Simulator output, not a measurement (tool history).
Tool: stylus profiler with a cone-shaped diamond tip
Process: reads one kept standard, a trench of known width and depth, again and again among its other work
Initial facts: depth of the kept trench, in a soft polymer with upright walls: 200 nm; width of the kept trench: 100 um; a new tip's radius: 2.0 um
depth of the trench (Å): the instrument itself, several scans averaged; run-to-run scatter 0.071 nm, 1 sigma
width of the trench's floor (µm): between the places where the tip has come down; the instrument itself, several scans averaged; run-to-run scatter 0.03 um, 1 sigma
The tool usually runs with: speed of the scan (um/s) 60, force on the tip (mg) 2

run,hour,speed of the scan (um/s),force on the tip (mg),depth of the trench (Å),width of the trench's floor (µm)
1,0,60,2,2011.2,98.15
2,9.7,94,2,2011,98.08
3,24.7,94,2,2011.3,98.02
4,35.5,94,2,2011.5,98.07
5,47,145,2,2011.1,97.95
6,58.4,60,2,2011.5,98.14
7,67.8,60,3.9,2016.4,98.15
8,81,60,3.9,2017.8,98.16
9,90.3,60,2,2010.6,98.12
10,98.5,91,1.69,2010.3,98.08
11,108.8,91,1.69,2010.4,98.07
12,119.6,70,4.97,2021.7,98.16
13,126.4,32,1.16,2007.3,98.18
14,138.2,203,0.73,2005.7,97.5
15,148.7,28,0.9,2007.5,98.2
16,163.8,182,1.3,2008.4,97.78
17,172.3,48,2.01,2011.1,98.16

5 ways to go on from here, each from the tool as it stands after run 17. What would each give?
A,183.6,23,2.34,?,?
B,183.6,60,0.78,?,?
C,183.6,48,1.45,?,?
D,183.6,160,5.13,?,?
E,183.6,60,0.96,?,?

run,depth of the trench (Å),width of the trench's floor (µm)
A,2012.3,98.18
B,2006,98.01
C,2009.1,98.11
D,2021.2,98.05
E,2006.4,98.05
Take away the tool's hidden state, keep each run's random variation, and the runs would have read:
run,depth of the trench (Å),width of the trench's floor (µm)
A,2012.3,98.18
B,2006,98.01
C,2009.1,98.11
D,2021.2,98.05
E,2006.3,98.05

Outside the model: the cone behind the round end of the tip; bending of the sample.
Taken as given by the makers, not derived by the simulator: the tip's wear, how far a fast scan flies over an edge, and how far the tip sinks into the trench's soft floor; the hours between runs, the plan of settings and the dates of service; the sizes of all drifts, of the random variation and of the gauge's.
